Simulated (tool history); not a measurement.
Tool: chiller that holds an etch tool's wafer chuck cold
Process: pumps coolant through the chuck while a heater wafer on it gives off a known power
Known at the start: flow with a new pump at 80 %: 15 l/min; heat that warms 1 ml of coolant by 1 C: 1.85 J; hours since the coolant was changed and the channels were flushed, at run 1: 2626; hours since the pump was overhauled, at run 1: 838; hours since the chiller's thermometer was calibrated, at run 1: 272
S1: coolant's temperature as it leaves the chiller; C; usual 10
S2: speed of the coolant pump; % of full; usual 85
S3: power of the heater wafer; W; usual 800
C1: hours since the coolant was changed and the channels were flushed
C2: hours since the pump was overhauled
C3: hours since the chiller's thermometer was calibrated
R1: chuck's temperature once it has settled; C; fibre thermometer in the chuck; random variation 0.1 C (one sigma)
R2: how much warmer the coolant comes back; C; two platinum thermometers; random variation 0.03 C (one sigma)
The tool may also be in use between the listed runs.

run,hour,S1,S2,S3,C1,C2,C3,R1,R2
1,0,10,85,800,2626,838,272,16.8,1.67
2,62.2,10,85,1193,2688,900,334,20.5,2.46
3,110.5,10,85,1193,2736,948,382,20.5,2.52
4,181.2,9,85,800,2807,1019,453,16.1,1.67
5,224.4,10,85,520,2850,1062,496,14.5,1.1
6,284.2,10,85,520,2910,1122,556,14.5,1.09
7,330.2,10,85,520,2956,1168,602,14.5,1.1
8,369.7,10,85,520,2995,1207,641,14.6,1.05
9,450.6,4,85,800,3076,1288,722,11.2,1.72
10,511.2,4,85,800,3137,1349,783,11,1.7
11,552.5,4,85,800,3178,1390,824,11,1.73
12,600.9,4,63,800,3227,1438,873,12.9,2.33
13,658.9,10,85,800,3285,1497,931,17.1,1.69
14,705.3,10,85,800,3331,1543,977,17,1.67
15,748.8,10,85,800,3375,1586,1021,17,1.65
16,815.8,15,85,800,3442,1653,1088,22,1.65
17,855.5,15,85,800,3481,1693,1127,22.1,1.68
# hour 867.9: coolant pump overhauled
18,939.4,15,85,800,3560,71,1206,22.2,1.73
19,1007.7,10,85,1095,3628,140,1274,19.8,2.37
20,1048.6,16,75,1095,3669,181,1315,26.9,2.7
21,1109.1,16,75,1095,3730,241,1376,26.6,2.68
22,1170.5,16,75,1095,3791,303,1437,26.8,2.7
23,1205.9,16,75,1095,3827,338,1473,26.7,2.71
24,1250.1,6,80,434,3871,382,1517,10.2,0.98
# hour 1269.1: coolant pump overhauled, once more
25,1297.8,4,61,800,3914,29,1560,12.9,2.4
26,1354.1,5,71,539,3970,85,1616,10.6,1.34
27,1394.9,5,71,539,4011,126,1657,10.4,1.3
28,1468.5,16,66,418,4084,199,1730,20.4,1.15
29,1533.7,16,66,418,4149,265,1795,20.3,1.14
30,1574.6,10,85,415,4190,305,1836,13.5,0.83
31,1649.2,10,92,800,4265,380,1911,16.6,1.5
32,1703.9,10,79,710,4320,435,1966,16.8,1.62
33,1766.9,10,79,710,4383,498,2029,16.6,1.56

Hidden state at the last listed run before each entry between runs and at the first one after, where it differs:
Between runs 17 and 18: coolant pump overhauled (hour 867.9)
  heat passed by the chuck's channels, % of clean ones': 92 -> 91.8; flow at a given pump speed, % of a new pump's: 96.5 -> 95.2; coolant's true temperature over the reading, C: -0.03 -> -0.04
  measured less the result without the state, R1: +0.6 -> +0.7 C; R2: +0.06 -> +0.09 C
Between runs 24 and 25: coolant pump overhauled, once more (hour 1269.1)
  heat passed by the chuck's channels, % of clean ones': 91.2 -> 91.1; flow at a given pump speed, % of a new pump's: 94.6 -> 100.1; coolant's true temperature over the reading, C: -0.06 -> -0.07
  measured less the result without the state, R1: +0.4 -> +0.6 C; R2: +0.06 -> +0 C
